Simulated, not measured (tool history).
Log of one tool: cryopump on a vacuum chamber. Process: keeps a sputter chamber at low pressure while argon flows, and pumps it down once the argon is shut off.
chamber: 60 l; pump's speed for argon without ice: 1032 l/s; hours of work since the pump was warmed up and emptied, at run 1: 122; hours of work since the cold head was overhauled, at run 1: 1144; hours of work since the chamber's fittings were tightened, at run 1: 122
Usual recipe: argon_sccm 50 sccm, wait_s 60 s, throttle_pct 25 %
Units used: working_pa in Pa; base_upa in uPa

run	day	argon_sccm	wait_s	throttle_pct	hours of work since the pump was warmed up and emptied	hours of work since the cold head was overhauled	hours of work since the chamber's fittings were tightened	working_pa	base_upa
1	0	50	60	25	122	1144	122	0.33	2.6
2	2.9	50	60	25	165	1188	165	0.3322	2.49
3	4.825	50	60	25	194	1216	194	0.3324	2.52
4	6.158	50	60	25	214	1236	214	0.3333	2.57
5	7.7	50	30	25	237	1259	237	0.3317	4.67
6	10.012	50	30	25	272	1294	272	0.3347	4.77
7	12.408	50	60	25	307	1330	307	0.3359	2.83
8	14.358	71	60	25	336	1359	336	0.476	2.89
9	15.608	71	60	25	355	1377	355	0.4782	2.84
10	17.817	50	60	25	388	1410	388	0.3366	3
11	20.362	50	60	25	426	1448	426	0.3384	2.98
12	22.779	50	60	25	462	1485	462	0.3384	3.01
13	24.7	44	60	25	491	1513	491	0.2985	3.12
14	27.192	44	60	25	528	1550	528	0.3019	3.13
15	29.567	44	60	25	564	1586	564	0.2994	3.19
16	32.388	44	60	25	606	1628	606	0.3014	3.31
17	33.717	44	60	25	625	1648	625	0.3027	3.41
18	35.508	44	60	25	652	1675	652	0.3007	3.38
19	37.042	71	169	25	675	1698	675	0.4881	2.18
20	39.408	64	156	39	711	1733	711	0.2926	2.3
21	40.946	64	20	33	733	1756	733	0.3405	7.35
22	43.688	34	160	22	774	1797	774	0.2665	2.48
23	46.408	82	41	16	815	1837	815	0.8782	4.62
24	48.104	24	62	33	840	1863	840	0.13	3.66
25	49.496	89	65	38	861	1883	861	0.4266	3.62
26	51.183	76	60	25	886	1909	886	0.5358	4.02
27	54.058	46	80	34	929	1952	929	0.2447	3.46
28	56.1	50	33	43	960	1982	960	0.2188	5.71
# day 56.621: pump warmed up, emptied and cooled again
29	57.75	96	33	26	17	2004	981	0.6113	5.13
30	60.7	96	33	26	61	2048	1025	0.612	5.31
31	62.129	31	60	40	82	2069	1047	0.128	3.72
32	64.288	31	60	40	115	2101	1079	0.1282	3.85
33	66.271	45	39	22	144	2131	1109	0.3368	4.73
34	68.283	45	39	22	174	2161	1139	0.338	4.83

Across each entry between runs, compare the hidden state at the last listed run before it with the hidden state at the first listed run after it:
In the gap between runs 28 and 29: pump warmed up, emptied and cooled again (day 56.621)
  pump's speed, % of a pump's without ice: 75.9 -> 99.3; leak into the chamber, uPa l/s: 1625 -> 1654
  difference, measured minus the result without the unlogged condition, working_pa: +0.0271 -> +0.0025 Pa; base_upa: +1.82 -> +1.33 uPa
